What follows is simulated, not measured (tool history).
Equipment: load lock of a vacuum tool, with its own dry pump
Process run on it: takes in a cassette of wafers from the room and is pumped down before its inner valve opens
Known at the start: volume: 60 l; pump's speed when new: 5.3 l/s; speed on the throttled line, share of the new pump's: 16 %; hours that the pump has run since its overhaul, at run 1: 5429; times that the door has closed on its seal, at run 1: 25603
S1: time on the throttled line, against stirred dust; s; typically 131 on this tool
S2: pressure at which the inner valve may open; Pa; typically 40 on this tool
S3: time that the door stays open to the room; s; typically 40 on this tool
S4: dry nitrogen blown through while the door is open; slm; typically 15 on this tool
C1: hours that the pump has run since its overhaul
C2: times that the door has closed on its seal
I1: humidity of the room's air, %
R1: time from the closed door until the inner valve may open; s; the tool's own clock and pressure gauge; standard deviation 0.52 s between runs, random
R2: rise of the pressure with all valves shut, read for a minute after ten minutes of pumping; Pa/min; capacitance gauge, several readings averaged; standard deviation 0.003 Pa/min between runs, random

Run 1, hour 0.0: usual settings; C1 5429; C2 25603; I1 46.1. Result: R1 201.7 s, R2 0.162 Pa/min.
Run 2, hour 159.0: usual settings; C1 5588; C2 26251; I1 44.3. Result: R1 201.9 s, R2 0.170 Pa/min.
Run 3, hour 303.0: usual settings; C1 5732; C2 26838; I1 41.7. Result: R1 202.5 s, R2 0.173 Pa/min.
Run 4, hour 401.7: usual settings; C1 5831; C2 27240; I1 42.8. Result: R1 202.8 s, R2 0.178 Pa/min.
Run 5, hour 555.1: usual settings; C1 5984; C2 27866; I1 43.1. Result: R1 202.3 s, R2 0.185 Pa/min.
Run 6, hour 629.7: usual settings; C1 6059; C2 28170; I1 47.1. Result: R1 201.3 s, R2 0.185 Pa/min.
Run 7, hour 783.4: usual settings; C1 6212; C2 28796; I1 48.6. Result: R1 201.9 s, R2 0.195 Pa/min.
Run 8, hour 861.9: usual settings; C1 6291; C2 29116; I1 44.3. Result: R1 202.6 s, R2 0.194 Pa/min.
Run 9, hour 1006.5: usual settings but S2 31 Pa; C1 6435; C2 29706; I1 46.2. Result: R1 206.8 s, R2 0.200 Pa/min.
Run 10, hour 1107.1: usual settings but S1 168 s, S2 31 Pa; C1 6536; C2 30115; I1 46.3. Result: R1 236.6 s, R2 0.203 Pa/min.
At hour 1169.5: door's seal changed, seat wiped.
Run 11, hour 1267.4: usual settings but S1 168 s, S2 31 Pa; C1 6695; C2 398; I1 42.9. Result: R1 236.9 s, R2 0.019 Pa/min.
Run 12, hour 1366.2: usual settings but S1 245 s, S2 28 Pa, S4 41 slm; C1 6794; C2 801; I1 45.7. Result: R1 302.2 s, R2 0.014 Pa/min.
Run 13, hour 1506.5: usual settings but S1 245 s, S2 28 Pa, S4 41 slm; C1 6934; C2 1373; I1 46.5. Result: R1 302.8 s, R2 0.013 Pa/min.
Run 14, hour 1585.9: usual settings but S1 245 s, S2 28 Pa, S4 41 slm; C1 7013; C2 1697; I1 48.2. Result: R1 301.8 s, R2 0.020 Pa/min.
Run 15, hour 1743.2: usual settings but S1 245 s, S2 71 Pa, S4 27 slm; C1 7171; C2 2338; I1 43.7. Result: R1 290.6 s, R2 0.016 Pa/min.
Run 16, hour 1902.2: usual settings but S1 245 s, S2 71 Pa, S4 27 slm; C1 7330; C2 2986; I1 44.1. Result: R1 289.8 s, R2 0.029 Pa/min.
Run 17, hour 2043.7: usual settings but S1 75 s, S2 37 Pa; C1 7471; C2 3563; I1 44.0. Result: R1 157.7 s, R2 0.027 Pa/min.
Run 18, hour 2146.4: usual settings but S3 171 s; C1 7574; C2 3981; I1 45.4. Result: R1 203.2 s, R2 0.051 Pa/min.
Run 19, hour 2289.8: usual settings but S1 176 s, S3 60 s, S4 19 slm; C1 7717; C2 4565; I1 43.7. Result: R1 240.1 s, R2 0.029 Pa/min.
Run 20, hour 2384.5: usual settings but S2 42 Pa; C1 7812; C2 4952; I1 41.4. Result: R1 202.0 s, R2 0.035 Pa/min.
Run 21, hour 2480.4: usual settings but S1 209 s, S3 25 s; C1 7908; C2 5342; I1 43.4. Result: R1 267.2 s, R2 0.037 Pa/min.

Measured result minus the same run's result without the hidden state. Both carry the same run-to-run variation, though not necessarily the same gauge scatter:
Unlogged tool condition in this case: pump's speed, % of a new pump's; leak at the door's seal, Pa l/s; drift of the gauge itself on ready_s, %; drift of the gauge itself on rise_pa_min, %.
run    R1      R2
  1  +2.8  +0.147
  2  +3.0  +0.149
  3  +3.0  +0.159
  4  +3.1  +0.157
  5  +3.2  +0.164
  6  +3.3  +0.165
  7  +3.3  +0.170
  8  +3.5  +0.174
  9  +3.7  +0.180
 10  +3.5  +0.182
 11  +3.6  +0.001
 12  +3.2  +0.002
 13  +3.3  +0.003
 14  +3.3  +0.004
 15  +2.6  +0.006
 16  +2.7  +0.007
 17  +4.9  +0.009
 18  +4.4  +0.010
 19  +4.0  +0.011
 20  +4.5  +0.013
 21  +3.7  +0.014

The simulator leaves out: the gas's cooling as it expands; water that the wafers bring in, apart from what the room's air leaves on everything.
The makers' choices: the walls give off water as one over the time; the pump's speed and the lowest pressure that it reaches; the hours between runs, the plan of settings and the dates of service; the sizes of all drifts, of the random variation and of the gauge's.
